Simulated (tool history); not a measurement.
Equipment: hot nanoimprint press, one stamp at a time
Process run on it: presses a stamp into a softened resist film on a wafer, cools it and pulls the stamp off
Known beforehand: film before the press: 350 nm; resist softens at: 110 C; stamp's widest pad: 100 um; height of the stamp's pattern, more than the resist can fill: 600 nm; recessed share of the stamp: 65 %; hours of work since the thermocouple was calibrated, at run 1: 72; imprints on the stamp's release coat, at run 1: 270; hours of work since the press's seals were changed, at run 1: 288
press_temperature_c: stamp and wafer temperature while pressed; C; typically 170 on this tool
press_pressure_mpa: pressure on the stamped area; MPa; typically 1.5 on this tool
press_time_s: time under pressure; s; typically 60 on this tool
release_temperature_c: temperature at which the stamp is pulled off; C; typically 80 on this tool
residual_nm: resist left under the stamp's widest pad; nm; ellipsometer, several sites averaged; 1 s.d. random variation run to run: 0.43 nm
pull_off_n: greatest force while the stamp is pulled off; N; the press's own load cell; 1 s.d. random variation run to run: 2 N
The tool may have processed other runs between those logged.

run	day	press_temperature_c	press_pressure_mpa	press_time_s	release_temperature_c	hours of work since the thermocouple was calibrated	imprints on the stamp's release coat	hours of work since the press's seals were changed	residual_nm	pull_off_n
1	0	170	1.5	60	80	72	270	288	132.2	135
2	0.471	170	1.5	60	76	80	333	296	131.3	150
3	1.108	170	1.5	60	76	91	418	307	131.5	154
4	1.671	170	1.5	60	76	100	494	317	132.2	160
5	2.088	170	1.5	60	76	107	549	324	131.2	156
6	2.612	170	1.5	60	80	117	620	333	131.2	142
7	2.962	170	0.93	60	78	123	667	339	161	154
8	3.267	166	2.27	113	78	128	707	344	98.8	154
9	3.804	166	2.27	43	70	137	780	354	148	179
10	4.429	166	2.27	43	70	148	863	364	149.3	187
11	4.85	170	0.94	96	80	155	920	372	131.7	148

Alternative continuations, all from the tool just after run 11; predict every row:
A	5.433	170	2.03	39	80	165	998	382	?	?
B	5.433	164	0.94	96	80	165	998	382	?	?
C	5.433	172	1.5	60	87	165	998	382	?	?
D	5.433	171	1.5	43	87	165	998	382	?	?

run	residual_nm	pull_off_n
A	135.5	154
B	170.9	148
C	119.1	123
D	143.2	124
With the hidden condition removed and each run's random variation left untouched, the same runs would have given:
run	residual_nm	pull_off_n
A	136.8	137
B	172.9	132
C	120.4	110
D	144.6	111
